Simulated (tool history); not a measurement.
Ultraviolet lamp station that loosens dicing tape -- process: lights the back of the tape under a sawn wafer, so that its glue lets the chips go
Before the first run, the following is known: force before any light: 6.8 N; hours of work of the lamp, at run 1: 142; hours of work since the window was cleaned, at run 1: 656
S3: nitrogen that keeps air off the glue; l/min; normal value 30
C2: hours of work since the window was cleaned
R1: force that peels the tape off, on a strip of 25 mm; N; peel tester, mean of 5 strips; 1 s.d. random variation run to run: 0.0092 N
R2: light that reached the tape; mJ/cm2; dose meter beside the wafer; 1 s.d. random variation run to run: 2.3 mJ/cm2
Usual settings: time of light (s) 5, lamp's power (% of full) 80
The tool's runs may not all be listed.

{"run": 1, "day": 0.0, "time of light (s)": 5, "lamp's power (% of full)": 80, "S3": 30, "hours of work of the lamp": 142, "C2": 656, "R1": 0.599, "R2": 184}
{"day": 0.338, "done": "window cleaned of glue's vapour"}
{"run": 2, "day": 0.338, "time of light (s)": 5, "lamp's power (% of full)": 80, "S3": 30, "hours of work of the lamp": 148, "C2": 0, "R1": 0.432, "R2": 219}
{"run": 3, "day": 0.679, "time of light (s)": 5, "lamp's power (% of full)": 80, "S3": 30, "hours of work of the lamp": 154, "C2": 6, "R1": 0.447, "R2": 219}
{"run": 4, "day": 1.3, "time of light (s)": 5, "lamp's power (% of full)": 80, "S3": 30, "hours of work of the lamp": 166, "C2": 17, "R1": 0.437, "R2": 220}
{"run": 5, "day": 2.046, "time of light (s)": 5, "lamp's power (% of full)": 80, "S3": 30, "hours of work of the lamp": 179, "C2": 31, "R1": 0.445, "R2": 216}
{"run": 6, "day": 2.65, "time of light (s)": 5, "lamp's power (% of full)": 67, "S3": 30, "hours of work of the lamp": 190, "C2": 42, "R1": 0.643, "R2": 183}
{"run": 7, "day": 3.254, "time of light (s)": 5, "lamp's power (% of full)": 80, "S3": 30, "hours of work of the lamp": 201, "C2": 53, "R1": 0.451, "R2": 217}
{"run": 8, "day": 3.917, "time of light (s)": 5, "lamp's power (% of full)": 80, "S3": 30, "hours of work of the lamp": 213, "C2": 64, "R1": 0.457, "R2": 210}
{"run": 9, "day": 4.667, "time of light (s)": 5, "lamp's power (% of full)": 80, "S3": 30, "hours of work of the lamp": 226, "C2": 78, "R1": 0.467, "R2": 210}
{"run": 10, "day": 5.117, "time of light (s)": 4, "lamp's power (% of full)": 80, "S3": 30, "hours of work of the lamp": 234, "C2": 86, "R1": 0.723, "R2": 170}
{"run": 11, "day": 5.704, "time of light (s)": 4, "lamp's power (% of full)": 80, "S3": 30, "hours of work of the lamp": 245, "C2": 97, "R1": 0.794, "R2": 168}
{"run": 12, "day": 6.171, "time of light (s)": 4, "lamp's power (% of full)": 80, "S3": 30, "hours of work of the lamp": 253, "C2": 105, "R1": 0.737, "R2": 169}
{"run": 13, "day": 6.846, "time of light (s)": 9, "lamp's power (% of full)": 80, "S3": 30, "hours of work of the lamp": 265, "C2": 117, "R1": 0.195, "R2": 371}
{"run": 14, "day": 7.442, "time of light (s)": 9, "lamp's power (% of full)": 80, "S3": 30, "hours of work of the lamp": 276, "C2": 128, "R1": 0.189, "R2": 368}
{"run": 15, "day": 7.838, "time of light (s)": 5, "lamp's power (% of full)": 80, "S3": 10, "hours of work of the lamp": 283, "C2": 135, "R1": 1.206, "R2": 205}
{"run": 16, "day": 8.317, "time of light (s)": 5, "lamp's power (% of full)": 71, "S3": 30, "hours of work of the lamp": 292, "C2": 144, "R1": 0.653, "R2": 181}
{"run": 17, "day": 8.783, "time of light (s)": 5, "lamp's power (% of full)": 80, "S3": 30, "hours of work of the lamp": 300, "C2": 152, "R1": 0.508, "R2": 201}
{"run": 18, "day": 9.179, "time of light (s)": 5, "lamp's power (% of full)": 80, "S3": 30, "hours of work of the lamp": 308, "C2": 159, "R1": 0.515, "R2": 203}
{"run": 19, "day": 9.633, "time of light (s)": 5, "lamp's power (% of full)": 98, "S3": 30, "hours of work of the lamp": 316, "C2": 168, "R1": 0.343, "R2": 245}
{"run": 20, "day": 10.354, "time of light (s)": 5, "lamp's power (% of full)": 98, "S3": 45, "hours of work of the lamp": 329, "C2": 180, "R1": 0.266, "R2": 243}
{"run": 21, "day": 10.925, "time of light (s)": 5, "lamp's power (% of full)": 98, "S3": 45, "hours of work of the lamp": 339, "C2": 191, "R1": 0.281, "R2": 241}
{"run": 22, "day": 11.4, "time of light (s)": 5, "lamp's power (% of full)": 98, "S3": 45, "hours of work of the lamp": 348, "C2": 199, "R1": 0.276, "R2": 242}
{"run": 23, "day": 12.054, "time of light (s)": 5, "lamp's power (% of full)": 98, "S3": 45, "hours of work of the lamp": 359, "C2": 211, "R1": 0.273, "R2": 241}
{"run": 24, "day": 12.562, "time of light (s)": 5, "lamp's power (% of full)": 98, "S3": 45, "hours of work of the lamp": 368, "C2": 220, "R1": 0.29, "R2": 234}
{"run": 25, "day": 13.267, "time of light (s)": 5, "lamp's power (% of full)": 91, "S3": 25, "hours of work of the lamp": 381, "C2": 233, "R1": 0.493, "R2": 216}
{"run": 26, "day": 13.662, "time of light (s)": 7, "lamp's power (% of full)": 80, "S3": 30, "hours of work of the lamp": 388, "C2": 240, "R1": 0.315, "R2": 266}
{"run": 27, "day": 14.262, "time of light (s)": 5, "lamp's power (% of full)": 76, "S3": 30, "hours of work of the lamp": 399, "C2": 251, "R1": 0.624, "R2": 182}
{"run": 28, "day": 15.029, "time of light (s)": 8, "lamp's power (% of full)": 95, "S3": 30, "hours of work of the lamp": 413, "C2": 265, "R1": 0.198, "R2": 361}
{"run": 29, "day": 15.408, "time of light (s)": 6, "lamp's power (% of full)": 92, "S3": 12, "hours of work of the lamp": 420, "C2": 272, "R1": 0.655, "R2": 255}
{"run": 30, "day": 16.133, "time of light (s)": 3, "lamp's power (% of full)": 76, "S3": 12, "hours of work of the lamp": 433, "C2": 285, "R1": 2.507, "R2": 107}
{"run": 31, "day": 16.733, "time of light (s)": 4, "lamp's power (% of full)": 86, "S3": 33, "hours of work of the lamp": 444, "C2": 295, "R1": 0.757, "R2": 161}
{"run": 32, "day": 17.388, "time of light (s)": 5, "lamp's power (% of full)": 69, "S3": 48, "hours of work of the lamp": 455, "C2": 307, "R1": 0.613, "R2": 152}
{"run": 33, "day": 17.912, "time of light (s)": 5, "lamp's power (% of full)": 69, "S3": 48, "hours of work of the lamp": 465, "C2": 317, "R1": 0.614, "R2": 156}
{"run": 34, "day": 18.612, "time of light (s)": 5, "lamp's power (% of full)": 80, "S3": 34, "hours of work of the lamp": 478, "C2": 329, "R1": 0.599, "R2": 182}
{"run": 35, "day": 19.067, "time of light (s)": 5, "lamp's power (% of full)": 66, "S3": 30, "hours of work of the lamp": 486, "C2": 337, "R1": 0.936, "R2": 145}
{"run": 36, "day": 19.554, "time of light (s)": 5, "lamp's power (% of full)": 80, "S3": 30, "hours of work of the lamp": 494, "C2": 346, "R1": 0.636, "R2": 174}
{"run": 37, "day": 20.304, "time of light (s)": 5, "lamp's power (% of full)": 80, "S3": 30, "hours of work of the lamp": 508, "C2": 360, "R1": 0.652, "R2": 174}
{"run": 38, "day": 20.954, "time of light (s)": 5, "lamp's power (% of full)": 80, "S3": 30, "hours of work of the lamp": 520, "C2": 372, "R1": 0.673, "R2": 173}
{"run": 39, "day": 21.471, "time of light (s)": 5, "lamp's power (% of full)": 80, "S3": 30, "hours of work of the lamp": 529, "C2": 381, "R1": 0.708, "R2": 174}
{"run": 40, "day": 21.829, "time of light (s)": 4, "lamp's power (% of full)": 66, "S3": 51, "hours of work of the lamp": 535, "C2": 387, "R1": 1.081, "R2": 114}
{"run": 41, "day": 22.238, "time of light (s)": 9, "lamp's power (% of full)": 80, "S3": 20, "hours of work of the lamp": 543, "C2": 395, "R1": 0.295, "R2": 309}
{"run": 42, "day": 22.771, "time of light (s)": 9, "lamp's power (% of full)": 80, "S3": 20, "hours of work of the lamp": 552, "C2": 404, "R1": 0.302, "R2": 310}
{"run": 43, "day": 23.396, "time of light (s)": 3, "lamp's power (% of full)": 83, "S3": 20, "hours of work of the lamp": 564, "C2": 416, "R1": 1.937, "R2": 105}

Hidden state or all else? Some run-to-run changes of R1, split into what the settings, what came in and random variation would give without the hidden state, and what is left for the hidden state (with any gauge scatter that isn't in both results):
Hidden state present: lamp's light, % of a new lamp's; light that the window lets through, % of a clean one's; drift of the gauge itself on peel_n, %; drift of the gauge itself on dose_mj_cm2, %.
Run 29 -> 30: time of light (s) 6 -> 3, lamp's power (% of full) 92 -> 76. R1 +1.852 N: hidden state +0.32, all else +1.532.
Run 30 -> 31: time of light (s) 3 -> 4, lamp's power (% of full) 76 -> 86, S3 12 -> 33. R1 -1.75 N: hidden state -0.272, all else -1.478.
Run 40 -> 41: time of light (s) 4 -> 9, lamp's power (% of full) 66 -> 80, S3 51 -> 20. R1 -0.786 N: hidden state -0.354, all else -0.432.
Run 42 -> 43: time of light (s) 9 -> 3, lamp's power (% of full) 80 -> 83. R1 +1.635 N: hidden state +0.578, all else +1.057.
